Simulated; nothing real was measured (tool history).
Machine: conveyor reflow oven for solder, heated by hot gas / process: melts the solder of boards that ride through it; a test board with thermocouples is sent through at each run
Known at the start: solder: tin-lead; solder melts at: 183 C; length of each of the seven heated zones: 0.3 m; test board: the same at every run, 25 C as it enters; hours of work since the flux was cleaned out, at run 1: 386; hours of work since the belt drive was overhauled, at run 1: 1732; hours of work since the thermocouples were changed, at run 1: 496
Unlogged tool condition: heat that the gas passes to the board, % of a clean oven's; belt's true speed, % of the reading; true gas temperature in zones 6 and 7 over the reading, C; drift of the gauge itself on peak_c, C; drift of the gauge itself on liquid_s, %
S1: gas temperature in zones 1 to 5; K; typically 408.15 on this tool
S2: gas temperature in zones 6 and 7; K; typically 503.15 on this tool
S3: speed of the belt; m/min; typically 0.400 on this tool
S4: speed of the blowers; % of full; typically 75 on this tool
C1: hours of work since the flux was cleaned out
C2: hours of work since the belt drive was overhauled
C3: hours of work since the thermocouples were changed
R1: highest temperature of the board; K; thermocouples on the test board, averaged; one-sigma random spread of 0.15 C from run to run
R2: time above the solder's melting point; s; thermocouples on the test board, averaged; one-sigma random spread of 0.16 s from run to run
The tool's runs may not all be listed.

{"run": 1, "hour": 0.0, "S1": 408.15, "S2": 503.15, "S3": 0.4, "S4": 75, "C1": 386, "C2": 1732, "C3": 496, "R1": 489.65, "R2": 66.9}
{"hour": 16.4, "done": "belt drive overhauled, speed set with a stopwatch"}
{"hour": 58.3, "done": "flux residue cleaned out of gas plates and filters"}
{"run": 2, "hour": 64.3, "S1": 408.15, "S2": 503.15, "S3": 0.4, "S4": 75, "C1": 5, "C2": 34, "C3": 540, "R1": 491.35, "R2": 68.1}
{"run": 3, "hour": 115.0, "S1": 408.15, "S2": 503.15, "S3": 0.4, "S4": 75, "C1": 45, "C2": 74, "C3": 580, "R1": 491.15, "R2": 67.8}
{"run": 4, "hour": 139.8, "S1": 408.15, "S2": 503.15, "S3": 0.4, "S4": 75, "C1": 64, "C2": 93, "C3": 599, "R1": 491.15, "R2": 67.9}
{"run": 5, "hour": 199.9, "S1": 408.15, "S2": 503.15, "S3": 0.4, "S4": 75, "C1": 111, "C2": 141, "C3": 646, "R1": 491.05, "R2": 67.8}
{"run": 6, "hour": 238.7, "S1": 408.15, "S2": 503.15, "S3": 0.385, "S4": 75, "C1": 142, "C2": 171, "C3": 677, "R1": 491.95, "R2": 71.7}
{"run": 7, "hour": 296.2, "S1": 408.15, "S2": 503.15, "S3": 0.385, "S4": 75, "C1": 187, "C2": 216, "C3": 722, "R1": 492.05, "R2": 71.4}
{"run": 8, "hour": 354.7, "S1": 408.15, "S2": 503.15, "S3": 0.385, "S4": 75, "C1": 233, "C2": 262, "C3": 768, "R1": 491.75, "R2": 71.3}
{"run": 9, "hour": 387.7, "S1": 408.15, "S2": 503.15, "S3": 0.385, "S4": 75, "C1": 259, "C2": 288, "C3": 794, "R1": 491.85, "R2": 71.0}
{"run": 10, "hour": 443.8, "S1": 408.15, "S2": 503.15, "S3": 0.4, "S4": 75, "C1": 304, "C2": 333, "C3": 839, "R1": 490.55, "R2": 66.8}
{"run": 11, "hour": 489.6, "S1": 408.15, "S2": 503.15, "S3": 0.4, "S4": 75, "C1": 340, "C2": 369, "C3": 875, "R1": 490.45, "R2": 66.8}
{"run": 12, "hour": 539.5, "S1": 408.15, "S2": 503.15, "S3": 0.4, "S4": 75, "C1": 379, "C2": 408, "C3": 914, "R1": 490.25, "R2": 66.8}
{"run": 13, "hour": 571.5, "S1": 408.15, "S2": 503.15, "S3": 0.4, "S4": 75, "C1": 404, "C2": 433, "C3": 939, "R1": 490.05, "R2": 66.6}
{"hour": 600.3, "done": "flux residue cleaned out of gas plates and filters"}
{"run": 14, "hour": 606.6, "S1": 408.15, "S2": 503.15, "S3": 0.4, "S4": 75, "C1": 5, "C2": 457, "C3": 963, "R1": 492.45, "R2": 69.1}
{"run": 15, "hour": 644.8, "S1": 408.15, "S2": 503.15, "S3": 0.4, "S4": 75, "C1": 35, "C2": 487, "C3": 993, "R1": 492.25, "R2": 69.2}
{"run": 16, "hour": 702.2, "S1": 408.15, "S2": 503.15, "S3": 0.4, "S4": 75, "C1": 80, "C2": 532, "C3": 1038, "R1": 492.65, "R2": 69.0}
{"run": 17, "hour": 745.2, "S1": 408.15, "S2": 503.15, "S3": 0.4, "S4": 75, "C1": 114, "C2": 566, "C3": 1072, "R1": 492.45, "R2": 69.1}
{"run": 18, "hour": 802.7, "S1": 408.15, "S2": 503.15, "S3": 0.336, "S4": 73, "C1": 159, "C2": 611, "C3": 1117, "R1": 496.45, "R2": 87.4}
{"run": 19, "hour": 846.3, "S1": 408.15, "S2": 503.15, "S3": 0.336, "S4": 73, "C1": 194, "C2": 646, "C3": 1151, "R1": 496.45, "R2": 87.4}
{"run": 20, "hour": 898.4, "S1": 408.15, "S2": 494.15, "S3": 0.345, "S4": 73, "C1": 235, "C2": 687, "C3": 1192, "R1": 487.45, "R2": 76.5}
{"run": 21, "hour": 947.0, "S1": 408.15, "S2": 514.15, "S3": 0.4, "S4": 65, "C1": 273, "C2": 725, "C3": 1231, "R1": 499.75, "R2": 73.8}
{"run": 22, "hour": 1002.0, "S1": 408.15, "S2": 514.15, "S3": 0.4, "S4": 65, "C1": 316, "C2": 768, "C3": 1274, "R1": 499.15, "R2": 73.9}
{"run": 23, "hour": 1032.5, "S1": 409.15, "S2": 503.15, "S3": 0.4, "S4": 75, "C1": 340, "C2": 792, "C3": 1298, "R1": 491.85, "R2": 68.8}
{"run": 24, "hour": 1068.9, "S1": 414.15, "S2": 509.15, "S3": 0.4, "S4": 75, "C1": 369, "C2": 821, "C3": 1327, "R1": 497.85, "R2": 75.7}
{"run": 25, "hour": 1100.8, "S1": 410.15, "S2": 497.15, "S3": 0.459, "S4": 77, "C1": 394, "C2": 846, "C3": 1352, "R1": 482.35, "R2": 51.1}
{"hour": 1144.3, "done": "flux residue cleaned out of gas plates and filters"}
{"run": 26, "hour": 1166.7, "S1": 395.15, "S2": 501.15, "S3": 0.45, "S4": 52, "C1": 18, "C2": 894, "C3": 1400, "R1": 478.65, "R2": 41.6}
{"run": 27, "hour": 1212.4, "S1": 408.15, "S2": 501.15, "S3": 0.408, "S4": 68, "C1": 54, "C2": 930, "C3": 1436, "R1": 489.85, "R2": 65.1}
{"run": 28, "hour": 1269.8, "S1": 408.15, "S2": 495.15, "S3": 0.369, "S4": 68, "C1": 99, "C2": 975, "C3": 1481, "R1": 486.85, "R2": 70.3}
{"hour": 1282.3, "done": "thermocouples of zones 6 and 7 changed"}
{"run": 29, "hour": 1304.1, "S1": 418.15, "S2": 495.15, "S3": 0.383, "S4": 74, "C1": 124, "C2": 1000, "C3": 17, "R1": 484.55, "R2": 69.9}

Below are 3 alternative next runs, each starting from the tool's condition after run 29. Predict each:
{"run": "A", "hour": 1345.9, "S1": 418.15, "S2": 513.15, "S3": 0.383, "S4": 74, "C1": 157, "C2": 1033, "C3": 50, "R1": "?", "R2": "?"}
{"run": "B", "hour": 1345.9, "S1": 397.15, "S2": 491.15, "S3": 0.425, "S4": 75, "C1": 157, "C2": 1033, "C3": 50, "R1": "?", "R2": "?"}
{"run": "C", "hour": 1345.9, "S1": 421.15, "S2": 495.15, "S3": 0.383, "S4": 74, "C1": 157, "C2": 1033, "C3": 50, "R1": "?", "R2": "?"}

run=A R1=500.55 R2=82.9
run=B R1=475.05 R2=42.5
run=C R1=484.85 R2=72.0
Take away the tool's hidden state, keep each run's random variation, and the runs would have read:
run=A R1=501.65 R2=83.2
run=B R1=476.45 R2=44.5
run=C R1=485.85 R2=72.9

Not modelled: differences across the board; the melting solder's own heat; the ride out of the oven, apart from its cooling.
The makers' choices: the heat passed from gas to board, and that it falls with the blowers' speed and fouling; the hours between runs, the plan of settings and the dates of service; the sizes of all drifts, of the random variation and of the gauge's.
